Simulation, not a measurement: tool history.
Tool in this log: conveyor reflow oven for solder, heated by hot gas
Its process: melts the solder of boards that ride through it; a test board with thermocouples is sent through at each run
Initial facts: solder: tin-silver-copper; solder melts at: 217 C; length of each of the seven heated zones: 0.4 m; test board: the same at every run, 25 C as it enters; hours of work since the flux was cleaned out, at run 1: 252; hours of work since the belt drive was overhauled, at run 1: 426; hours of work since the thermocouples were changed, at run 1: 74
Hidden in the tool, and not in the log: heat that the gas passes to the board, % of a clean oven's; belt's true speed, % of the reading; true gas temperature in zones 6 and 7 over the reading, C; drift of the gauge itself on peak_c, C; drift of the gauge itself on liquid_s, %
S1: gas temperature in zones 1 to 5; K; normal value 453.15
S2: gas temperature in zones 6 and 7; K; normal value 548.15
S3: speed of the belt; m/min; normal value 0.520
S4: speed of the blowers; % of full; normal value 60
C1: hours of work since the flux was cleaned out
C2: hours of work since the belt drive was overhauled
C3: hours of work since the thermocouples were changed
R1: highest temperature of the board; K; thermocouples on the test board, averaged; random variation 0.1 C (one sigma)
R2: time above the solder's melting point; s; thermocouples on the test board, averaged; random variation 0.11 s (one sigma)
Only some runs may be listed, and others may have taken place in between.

Run 1, hour 0.0: usual settings; C1 252; C2 426; C3 74. Result: R1 529.45 K, R2 74.5 s.
Run 2, hour 22.5: usual settings; C1 266; C2 440; C3 88. Result: R1 529.35 K, R2 74.3 s.
Run 3, hour 34.3: usual settings; C1 273; C2 448; C3 95. Result: R1 529.35 K, R2 74.5 s.
Run 4, hour 54.2: usual settings; C1 285; C2 460; C3 108. Result: R1 529.25 K, R2 74.5 s.
Run 5, hour 68.0: usual settings; C1 294; C2 469; C3 116. Result: R1 529.35 K, R2 74.5 s.
Run 6, hour 93.8: usual settings; C1 310; C2 485; C3 132. Result: R1 529.25 K, R2 74.3 s.
Run 7, hour 112.7: usual settings but S3 0.485 m/min; C1 322; C2 496; C3 144. Result: R1 531.65 K, R2 82.4 s.
Run 8, hour 133.1: usual settings but S3 0.485 m/min; C1 334; C2 509; C3 157. Result: R1 531.55 K, R2 82.5 s.
Run 9, hour 155.0: usual settings but S3 0.485 m/min; C1 348; C2 523; C3 170. Result: R1 531.55 K, R2 82.3 s.
Run 10, hour 171.1: usual settings but S3 0.485 m/min; C1 358; C2 533; C3 180. Result: R1 531.65 K, R2 82.4 s.
Run 11, hour 198.6: usual settings but S3 0.485 m/min; C1 375; C2 550; C3 197. Result: R1 531.55 K, R2 82.4 s.
At hour 204.5: belt drive overhauled, speed set with a stopwatch.
Run 12, hour 217.6: usual settings; C1 384; C2 8; C3 207. Result: R1 529.15 K, R2 74.6 s.
At hour 232.2: flux residue cleaned out of gas plates and filters.
Run 13, hour 249.1: usual settings; C1 11; C2 25; C3 223. Result: R1 530.75 K, R2 76.3 s.
Run 14, hour 267.3: usual settings; C1 22; C2 36; C3 235. Result: R1 530.75 K, R2 76.2 s.
Run 15, hour 285.6: usual settings; C1 33; C2 47; C3 246. Result: R1 530.65 K, R2 76.2 s.
Run 16, hour 303.9: usual settings; C1 45; C2 59; C3 257. Result: R1 530.65 K, R2 76.3 s.
At hour 321.2: belt drive overhauled, speed set with a stopwatch, once more.
Run 17, hour 325.3: usual settings but S1 443.15 K; C1 55; C2 3; C3 268. Result: R1 527.95 K, R2 68.9 s.
Run 18, hour 352.8: usual settings but S1 454.15 K, S2 562.15 K, S4 50 % of full; C1 72; C2 20; C3 285. Result: R1 538.15 K, R2 80.4 s.
Run 19, hour 377.1: usual settings but S2 543.15 K, S4 78 % of full; C1 88; C2 35; C3 300. Result: R1 530.75 K, R2 76.7 s.
Run 20, hour 400.4: usual settings but S1 448.15 K, S2 560.15 K, S3 0.529 m/min, S4 78 % of full; C1 102; C2 49; C3 315. Result: R1 544.65 K, R2 81.3 s.
Run 21, hour 423.3: usual settings but S1 448.15 K, S2 560.15 K, S3 0.529 m/min, S4 54 % of full; C1 116; C2 63; C3 329. Result: R1 536.15 K, R2 75.2 s.
Run 22, hour 447.8: usual settings but S1 448.15 K, S2 553.15 K, S3 0.450 m/min, S4 54 % of full; C1 131; C2 79; C3 344. Result: R1 536.35 K, R2 89.8 s.
Run 23, hour 465.1: usual settings but S2 537.15 K, S4 56 % of full; C1 142; C2 89; C3 355. Result: R1 519.25 K, R2 64.6 s.
Run 24, hour 483.1: usual settings but S2 537.15 K, S4 56 % of full; C1 153; C2 101; C3 366. Result: R1 519.35 K, R2 64.5 s.
Run 25, hour 508.6: usual settings but S4 61 % of full; C1 169; C2 116; C3 382. Result: R1 530.15 K, R2 75.0 s.
Run 26, hour 522.0: usual settings but S1 467.15 K, S4 59 % of full; C1 178; C2 125; C3 390. Result: R1 532.35 K, R2 83.8 s.
Run 27, hour 534.7: usual settings but S1 450.15 K, S2 558.15 K, S3 0.543 m/min; C1 185; C2 133; C3 398. Result: R1 536.05 K, R2 74.2 s.
Run 28, hour 551.8: usual settings but S2 545.15 K, S3 0.500 m/min; C1 196; C2 143; C3 409. Result: R1 528.65 K, R2 77.0 s.
Run 29, hour 568.1: usual settings but S1 450.15 K, S2 551.15 K, S3 0.545 m/min, S4 81 % of full; C1 206; C2 153; C3 419. Result: R1 536.35 K, R2 74.9 s.
Run 30, hour 587.2: usual settings but S1 456.15 K; C1 218; C2 165; C3 431. Result: R1 530.35 K, R2 76.4 s.
Run 31, hour 606.3: usual settings but S1 456.15 K, S2 553.15 K; C1 230; C2 177; C3 443. Result: R1 534.75 K, R2 79.6 s.
Run 32, hour 624.9: usual settings but S1 454.15 K, S2 563.15 K; C1 241; C2 189; C3 454. Result: R1 542.85 K, R2 84.1 s.

Per-run results on a tool with no hidden state, each run keeping its own random variation:
run      R1    R2
  1  530.05  74.8
  2  530.05  74.6
  3  530.05  74.8
  4  529.95  74.9
  5  530.15  74.9
  6  530.05  74.7
  7  532.35  82.6
  8  532.25  82.8
  9  532.35  82.5
 10  532.45  82.7
 11  532.45  82.7
 12  530.05  74.7
 13  530.05  74.9
 14  530.05  74.7
 15  530.05  74.8
 16  530.05  74.9
 17  527.75  68.9
 18  538.05  80.3
 19  530.75  76.7
 20  544.75  81.3
 21  536.15  75.3
 22  536.25  89.7
 23  519.25  64.8
 24  519.35  64.6
 25  530.35  75.2
 26  532.45  83.8
 27  536.35  74.4
 28  528.75  77.2
 29  536.85  75.1
 30  530.65  76.6
 31  535.05  79.8
 32  543.25  84.1
